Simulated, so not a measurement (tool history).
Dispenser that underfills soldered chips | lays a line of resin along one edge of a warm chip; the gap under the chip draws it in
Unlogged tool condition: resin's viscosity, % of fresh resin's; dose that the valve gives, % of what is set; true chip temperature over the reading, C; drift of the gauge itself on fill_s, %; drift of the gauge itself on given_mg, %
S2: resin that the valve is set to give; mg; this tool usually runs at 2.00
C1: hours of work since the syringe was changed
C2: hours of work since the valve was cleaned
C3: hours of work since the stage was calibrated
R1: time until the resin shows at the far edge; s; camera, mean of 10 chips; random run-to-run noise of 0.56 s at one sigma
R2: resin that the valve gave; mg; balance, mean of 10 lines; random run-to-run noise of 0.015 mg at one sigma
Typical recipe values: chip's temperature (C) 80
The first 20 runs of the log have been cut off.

-- hour=98.8 new syringe of resin
run 21 hour=99.3 | chip's_temperature_(C)=67 S2=2.36 | C1=0 C2=79 C3=153 | R1=87.3 R2=2.29
run 22 hour=104.3 | chip's_temperature_(C)=85 S2=2.44 | C1=3 C2=82 C3=156 | R1=41.4 R2=2.35
-- hour=107.6 new syringe of resin
run 23 hour=109.2 | chip's_temperature_(C)=87 S2=1.74 | C1=1 C2=85 C3=159 | R1=40.0 R2=1.71
run 24 hour=112.5 | chip's_temperature_(C)=83 S2=2.02 | C1=3 C2=87 C3=161 | R1=47.0 R2=1.96
run 25 hour=115.8 | chip's_temperature_(C)=93 S2=2.09 | C1=5 C2=89 C3=163 | R1=32.7 R2=2.01
-- hour=116.5 new syringe of resin
run 26 hour=123.0 | chip's_temperature_(C)=92 S2=2.00 | C1=4 C2=94 C3=168 | R1=34.2 R2=1.92
-- hour=125.5 new syringe of resin
run 27 hour=128.9 | chip's_temperature_(C)=90 S2=2.55 | C1=2 C2=97 C3=171 | R1=33.1 R2=2.47
-- hour=134.4 new syringe of resin
run 28 hour=134.9 | chip's_temperature_(C)=71 S2=1.85 | C1=0 C2=101 C3=175 | R1=76.9 R2=1.77
run 29 hour=138.2 | chip's_temperature_(C)=71 S2=1.85 | C1=2 C2=103 C3=177 | R1=82.4 R2=1.79
run 30 hour=141.9 | chip's_temperature_(C)=92 S2=2.10 | C1=5 C2=105 C3=179 | R1=34.5 R2=2.01
-- hour=143.5 new syringe of resin
run 31 hour=145.6 | chip's_temperature_(C)=92 S2=2.10 | C1=1 C2=107 C3=181 | R1=30.1 R2=2.02
run 32 hour=149.3 | chip's_temperature_(C)=71 S2=2.30 | C1=4 C2=110 C3=184 | R1=79.7 R2=2.21
-- hour=152.6 new syringe of resin
run 33 hour=153.6 | chip's_temperature_(C)=80 S2=2.24 | C1=1 C2=112 C3=186 | R1=48.6 R2=2.12
-- hour=156.4 dispensing valve cleaned and set on the balance
run 34 hour=158.5 | chip's_temperature_(C)=80 S2=2.24 | C1=3 C2=1 C3=189 | R1=52.6 R2=2.23
-- hour=162.6 new syringe of resin
run 35 hour=163.1 | chip's_temperature_(C)=77 S2=1.89 | C1=0 C2=4 C3=191 | R1=56.9 R2=1.89

Here are 4 independent what-if runs from the current tool condition. What would each one return?
run A hour=170.1 | chip's_temperature_(C)=80 S2=1.98 | C1=5 C2=8 C3=196 | R1=? R2=?
run B hour=170.1 | chip's_temperature_(C)=87 S2=1.87 | C1=5 C2=8 C3=196 | R1=? R2=?
run C hour=170.1 | chip's_temperature_(C)=77 S2=1.97 | C1=5 C2=8 C3=196 | R1=? R2=?
run D hour=170.1 | chip's_temperature_(C)=89 S2=2.00 | C1=5 C2=8 C3=196 | R1=? R2=?

run=A R1=56.7 R2=1.96
run=B R1=43.2 R2=1.86
run=C R1=64.3 R2=1.97
run=D R1=38.7 R2=1.98
Had the tool no hidden state, the same runs would have come out as:
run=A R1=47.7 R2=1.97
run=B R1=36.4 R2=1.87
run=C R1=54.0 R2=1.97
run=D R1=32.7 R2=1.99

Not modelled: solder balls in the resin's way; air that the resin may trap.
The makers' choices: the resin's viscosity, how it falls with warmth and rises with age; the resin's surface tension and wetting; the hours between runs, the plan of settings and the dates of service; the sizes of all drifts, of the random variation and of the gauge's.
